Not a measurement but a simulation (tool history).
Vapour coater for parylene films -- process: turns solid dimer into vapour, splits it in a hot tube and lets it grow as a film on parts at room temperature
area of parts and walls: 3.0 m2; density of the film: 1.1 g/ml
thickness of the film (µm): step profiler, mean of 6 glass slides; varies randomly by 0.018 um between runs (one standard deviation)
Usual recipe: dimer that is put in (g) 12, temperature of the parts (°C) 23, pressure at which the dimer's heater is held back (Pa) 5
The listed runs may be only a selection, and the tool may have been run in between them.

run	hour	dimer that is put in (g)	temperature of the parts (°C)	pressure at which the dimer's heater is held back (Pa)	thickness of the film (µm)
1	0	12	23	5	1.99
2	56.1	12	23	3.85	2.07
3	123.9	9	23	5	1.46
4	156.6	9	23	4.71	1.47
5	192.2	9	23	4.71	1.43
# hour 261.9: trap's valve overhauled
6	262.9	9	23	4.71	1.59
7	320.1	12	23	8.17	1.9
8	381.4	12	23	8.17	1.91
9	421.4	12	23	8.17	1.87
10	464.6	12	23	8.17	1.91
# hour 470.5: table's thermometer calibrated
11	520	12	23	8.17	1.82
12	582.8	12	23	8.17	1.82
13	648.6	12	23	8.17	1.77
14	699.3	12	23	8.17	1.77
15	731	12	23	8.17	1.78
16	773.2	12	23	8.17	1.73
# hour 836: trap's valve overhauled
17	836.4	12	18	8.17	2.06

Consider 5 possible next runs. They are alternatives, not a sequence: every one starts from the tool as it was left by run 17. What does each give?
# hour 884: table's thermometer calibrated, once more
A	893.9	16	32	8.17	?
# hour 884: table's thermometer calibrated, once more
B	893.9	15	20	5	?
# hour 884: table's thermometer calibrated, once more
C	893.9	5	23	3.33	?
# hour 884: table's thermometer calibrated, once more
D	893.9	12	31	8.17	?
# hour 884: table's thermometer calibrated, once more
E	893.9	20	18	7.33	?

run	thickness of the film (µm)
A	2.21
B	2.73
C	0.93
D	1.69
E	3.56
Stripped of hidden state, with their random variation kept, the same runs would have yielded:
run	thickness of the film (µm)
A	2.24
B	2.77
C	0.95
D	1.71
E	3.61
